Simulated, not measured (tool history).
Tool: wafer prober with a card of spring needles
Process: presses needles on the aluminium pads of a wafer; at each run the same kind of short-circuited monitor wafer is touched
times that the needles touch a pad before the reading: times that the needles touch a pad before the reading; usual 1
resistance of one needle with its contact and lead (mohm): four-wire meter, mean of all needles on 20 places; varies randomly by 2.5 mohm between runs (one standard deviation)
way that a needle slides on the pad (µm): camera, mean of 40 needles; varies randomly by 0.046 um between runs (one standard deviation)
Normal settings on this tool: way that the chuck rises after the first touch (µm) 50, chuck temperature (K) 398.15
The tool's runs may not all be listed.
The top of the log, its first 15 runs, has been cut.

run   hour  way that the chuck rises after the first touch (µm)  chuck temperature (K)  times that the needles touch a pad before the reading  resistance of one needle with its contact and lead (mohm)  way that a needle slides on the pad (µm)
     273.3  -- tips cleaned on abrasive film
     282.4  -- tips cleaned on abrasive film
 16  282.4                                                   50                 398.15                                                      2                                                        280                                     10.30
     291.8  -- tips cleaned on abrasive film
 17  297.3                                                   50                 398.15                                                      2                                                        292                                     10.21
     300.7  -- tips cleaned on abrasive film
     310.2  -- tips cleaned on abrasive film
 18  314.0                                                   31                 317.15                                                      1                                                        308                                      6.23
     319.6  -- tips cleaned on abrasive film
     329.8  -- tips cleaned on abrasive film
     339.8  -- tips cleaned on abrasive film
 19  340.5                                                   31                 317.15                                                      1                                                        284                                      6.16
     348.7  -- tips cleaned on abrasive film
 20  354.0                                                   31                 317.15                                                      1                                                        317                                      6.17
     357.6  -- tips cleaned on abrasive film
     366.6  -- tips cleaned on abrasive film
     376.3  -- tips cleaned on abrasive film
 21  380.5                                                   31                 317.15                                                      1                                                        309                                      6.22
     385.1  -- tips cleaned on abrasive film
     394.4  -- tips cleaned on abrasive film
 22  396.0                                                   30                 377.15                                                      1                                                        313                                      5.92
     402.8  -- tips cleaned on abrasive film
     411.6  -- tips cleaned on abrasive film
     421.4  -- tips cleaned on abrasive film
 23  423.8                                                   30                 377.15                                                      1                                                        315                                      5.90
     431.4  -- tips cleaned on abrasive film
     440.5  -- tips cleaned on abrasive film
 24  441.0                                                   62                 359.15                                                      3                                                        270                                     12.47
     448.7  -- tips cleaned on abrasive film
     457.8  -- tips cleaned on abrasive film
     466.3  -- tips cleaned on abrasive film
 25  466.6                                                   62                 359.15                                                      3                                                        272                                     12.61
     468.1  -- height of the first contact set anew
     475.7  -- tips cleaned on abrasive film
 26  481.3                                                   61                 329.15                                                      3                                                        268                                     12.94
     485.1  -- tips cleaned on abrasive film
     493.4  -- tips cleaned on abrasive film
     503.0  -- tips cleaned on abrasive film
 27  503.4                                                   47                 345.15                                                      3                                                        273                                      9.89
     513.0  -- tips cleaned on abrasive film
     521.4  -- tips cleaned on abrasive film
 28  526.7                                                   34                 310.15                                                      2                                                        283                                      7.13
     530.9  -- tips cleaned on abrasive film
     540.3  -- tips cleaned on abrasive film
     549.3  -- tips cleaned on abrasive film
 29  552.1                                                   34                 310.15                                                      2                                                        280                                      7.07
     558.2  -- tips cleaned on abrasive film
 30  564.8                                                   34                 310.15                                                      2                                                        293                                      7.07

3 options for the next run, each taken on its own from the tool as it stands now. Forecast them:
     566.7  -- tips cleaned on abrasive film
     576.2  -- tips cleaned on abrasive film
     585.2  -- tips cleaned on abrasive film
  A  587.0                                                   63                 398.15                                                      1                                                          ?                                         ?
     566.7  -- tips cleaned on abrasive film
     576.2  -- tips cleaned on abrasive film
     585.2  -- tips cleaned on abrasive film
  B  587.0                                                   32                 317.15                                                      2                                                          ?                                         ?
     566.7  -- tips cleaned on abrasive film
     576.2  -- tips cleaned on abrasive film
     585.2  -- tips cleaned on abrasive film
  C  587.0                                                   39                 398.15                                                      2                                                          ?                                         ?

run  resistance of one needle with its contact and lead (mohm)  way that a needle slides on the pad (µm)
  A                                                        289                                     13.17
  B                                                        284                                      6.64
  C                                                        295                                      8.13
Without the tool's hidden state the same runs would have given:
run  resistance of one needle with its contact and lead (mohm)  way that a needle slides on the pad (µm)
  A                                                        282                                     13.30
  B                                                        267                                      6.78
  C                                                        284                                      8.26

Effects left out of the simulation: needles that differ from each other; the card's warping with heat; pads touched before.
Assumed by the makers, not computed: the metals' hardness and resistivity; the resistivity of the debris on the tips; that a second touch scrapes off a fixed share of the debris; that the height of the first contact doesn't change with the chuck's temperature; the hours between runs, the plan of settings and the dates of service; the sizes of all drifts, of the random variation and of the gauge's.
